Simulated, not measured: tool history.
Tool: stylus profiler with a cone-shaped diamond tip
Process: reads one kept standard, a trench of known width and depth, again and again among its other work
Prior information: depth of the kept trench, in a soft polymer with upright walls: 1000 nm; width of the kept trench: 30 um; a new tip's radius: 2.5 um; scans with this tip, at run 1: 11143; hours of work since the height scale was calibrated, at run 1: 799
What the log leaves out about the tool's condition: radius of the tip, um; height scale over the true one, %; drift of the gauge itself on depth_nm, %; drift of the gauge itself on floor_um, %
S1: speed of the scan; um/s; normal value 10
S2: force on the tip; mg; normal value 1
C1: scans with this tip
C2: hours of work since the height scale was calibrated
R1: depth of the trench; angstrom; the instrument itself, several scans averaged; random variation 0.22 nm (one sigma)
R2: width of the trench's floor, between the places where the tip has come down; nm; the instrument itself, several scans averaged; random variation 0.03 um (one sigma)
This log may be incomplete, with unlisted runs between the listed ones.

run 1 day=0 | S1=10 S2=1 | C1=11143 C2=799 | R1=10081.7 R2=24590
run 2 day=1.783 | S1=10 S2=1 | C1=11465 C2=822 | R1=10080.3 R2=24600
run 3 day=2.742 | S1=5 S2=1 | C1=11639 C2=834 | R1=10083.6 R2=24650
run 4 day=4.008 | S1=5 S2=1 | C1=11868 C2=851 | R1=10082.7 R2=24560
run 5 day=4.779 | S1=10 S2=1 | C1=12008 C2=861 | R1=10083 R2=24570
run 6 day=6.117 | S1=9 S2=1 | C1=12250 C2=878 | R1=10085.9 R2=24480
run 7 day=7.692 | S1=34 S2=1 | C1=12535 C2=898 | R1=10085 R2=24400
run 8 day=9.05 | S1=21 S2=1 | C1=12781 C2=916 | R1=10080.4 R2=24450
run 9 day=10 | S1=21 S2=1 | C1=12953 C2=928 | R1=10082.5 R2=24440
run 10 day=10.862 | S1=24 S2=1 | C1=13109 C2=940 | R1=10085.3 R2=24350
run 11 day=11.625 | S1=24 S2=1 | C1=13247 C2=949 | R1=10087.4 R2=24370
run 12 day=12.646 | S1=3 S2=1 | C1=13432 C2=963 | R1=10084.5 R2=24390
run 13 day=13.612 | S1=3 S2=1 | C1=13607 C2=975 | R1=10086.2 R2=24440
run 14 day=15.308 | S1=3 S2=1 | C1=13914 C2=997 | R1=10085.7 R2=24370
run 15 day=16.929 | S1=5 S2=1 | C1=14207 C2=1018 | R1=10085.4 R2=24350
run 16 day=18.242 | S1=5 S2=1 | C1=14445 C2=1035 | R1=10085.7 R2=24320
run 17 day=19.071 | S1=31 S2=2.51 | C1=14595 C2=1046 | R1=10137.6 R2=24230
run 18 day=20.042 | S1=12 S2=0.89 | C1=14771 C2=1059 | R1=10085.8 R2=24230
run 19 day=21.771 | S1=12 S2=0.89 | C1=15084 C2=1081 | R1=10091.6 R2=24190
run 20 day=22.558 | S1=12 S2=1.33 | C1=15227 C2=1091 | R1=10099.1 R2=24250
run 21 day=24.221 | S1=11 S2=0.49 | C1=15527 C2=1113 | R1=10070.3 R2=24140
run 22 day=25.571 | S1=11 S2=0.49 | C1=15772 C2=1130 | R1=10065.6 R2=24180
run 23 day=26.912 | S1=36 S2=1.44 | C1=16015 C2=1148 | R1=10104.6 R2=24000
run 24 day=28.475 | S1=32 S2=0.37 | C1=16298 C2=1168 | R1=10059.8 R2=23910
run 25 day=30.033 | S1=10 S2=1.6 | C1=16580 C2=1188 | R1=10108 R2=24060
run 26 day=31.717 | S1=6 S2=0.65 | C1=16884 C2=1210 | R1=10076.7 R2=24050
run 27 day=33.017 | S1=6 S2=0.71 | C1=17119 C2=1227 | R1=10080 R2=23990
run 28 day=34.212 | S1=10 S2=1.22 | C1=17336 C2=1243 | R1=10100.6 R2=24010
run 29 day=35.1 | S1=10 S2=1.22 | C1=17497 C2=1254 | R1=10104.2 R2=23960

4 ways to go on from here, each from the tool as it stands after run 29. What would each give?
run A day=36.171 | S1=10 S2=2.78 | C1=17691 C2=1268 | R1=? R2=?
run B day=36.171 | S1=19 S2=0.34 | C1=17691 C2=1268 | R1=? R2=?
run C day=36.171 | S1=16 S2=1.22 | C1=17691 C2=1268 | R1=? R2=?
run D day=36.171 | S1=19 S2=0.93 | C1=17691 C2=1268 | R1=? R2=?

run=A R1=10153.5 R2=24020
run=B R1=10061.8 R2=23790
run=C R1=10099.1 R2=24000
run=D R1=10088.5 R2=23930
What these runs would have given with no unlogged condition in the tool:
run=A R1=10119.6 R2=26010
run=B R1=10028.2 R2=25780
run=C R1=10065.5 R2=25990
run=D R1=10054.9 R2=25920

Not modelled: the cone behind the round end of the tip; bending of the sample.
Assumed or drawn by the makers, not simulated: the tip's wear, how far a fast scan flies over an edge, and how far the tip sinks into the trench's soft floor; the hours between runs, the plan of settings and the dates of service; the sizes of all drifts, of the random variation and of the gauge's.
